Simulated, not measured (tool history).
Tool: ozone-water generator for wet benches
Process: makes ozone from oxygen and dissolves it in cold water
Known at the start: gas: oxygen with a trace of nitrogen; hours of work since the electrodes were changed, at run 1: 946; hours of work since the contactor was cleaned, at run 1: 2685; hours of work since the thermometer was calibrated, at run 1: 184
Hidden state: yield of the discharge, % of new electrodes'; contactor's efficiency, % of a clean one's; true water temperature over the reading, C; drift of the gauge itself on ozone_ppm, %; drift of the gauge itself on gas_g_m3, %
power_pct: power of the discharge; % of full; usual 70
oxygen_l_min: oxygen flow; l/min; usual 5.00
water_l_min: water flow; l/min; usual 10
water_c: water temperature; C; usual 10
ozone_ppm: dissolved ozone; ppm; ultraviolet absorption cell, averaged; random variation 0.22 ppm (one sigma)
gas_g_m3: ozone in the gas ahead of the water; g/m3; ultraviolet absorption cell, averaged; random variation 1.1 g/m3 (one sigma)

run   hour  power_pct  oxygen_l_min  water_l_min  water_c  hours of work since the electrodes were changed  hours of work since the contactor was cleaned  hours of work since the thermometer was calibrated  ozone_ppm  gas_g_m3
  1    0.0         70          5.00           10       10                                              946                                           2685                                                 184       32.6     204.0
  2   29.8         70          5.76           10       10                                              968                                           2707                                                 206       32.0     187.6
  3   65.3         70          5.00           10       10                                              994                                           2733                                                 231       32.6     202.3
  4   82.6         70          5.00           10       10                                             1006                                           2745                                                 244       32.5     198.5
  5   98.7         70          5.00           10       10                                             1018                                           2757                                                 255       32.0     204.6
  6  121.6         70          5.00           10       10                                             1034                                           2773                                                 272       32.5     202.8
  7  137.4         70          5.00           10       10                                             1046                                           2785                                                 283       32.2     203.0
  8  169.1         70          5.00           10       10                                             1069                                           2808                                                 306       33.0     200.9
  9  200.5         70          5.00           10       10                                             1092                                           2830                                                 329       32.5     200.9
 10  221.9         53          5.00            8       10                                             1107                                           2846                                                 345       30.8     160.1
 11  251.7         53          5.00            8       10                                             1129                                           2867                                                 366       31.0     161.1
 12  274.1         62          5.00           11       10                                             1145                                           2884                                                 382       27.1     181.7
 13  303.2         62          5.00           11       10                                             1166                                           2905                                                 403       27.1     181.8
 14  321.1         62          2.85           16       10                                             1179                                           2918                                                 416       18.2     248.4
 15  357.5         62          3.07           16        6                                             1205                                           2944                                                 443       19.1     235.5
 16  381.8         62          3.07           16        6                                             1223                                           2962                                                 460       19.0     236.1

Some steps in gas_g_m3 between neighbouring runs. How much of each would the tool show without its hidden state too (settings, what came in, random variation), and how much is left for the hidden state, with any gauge scatter that isn't in both results?
Run 13 -> 14: oxygen_l_min 5.00 -> 2.85, water_l_min 11 -> 16. gas_g_m3 +66.6 g/m3: hidden state -1.3, all else +67.9.
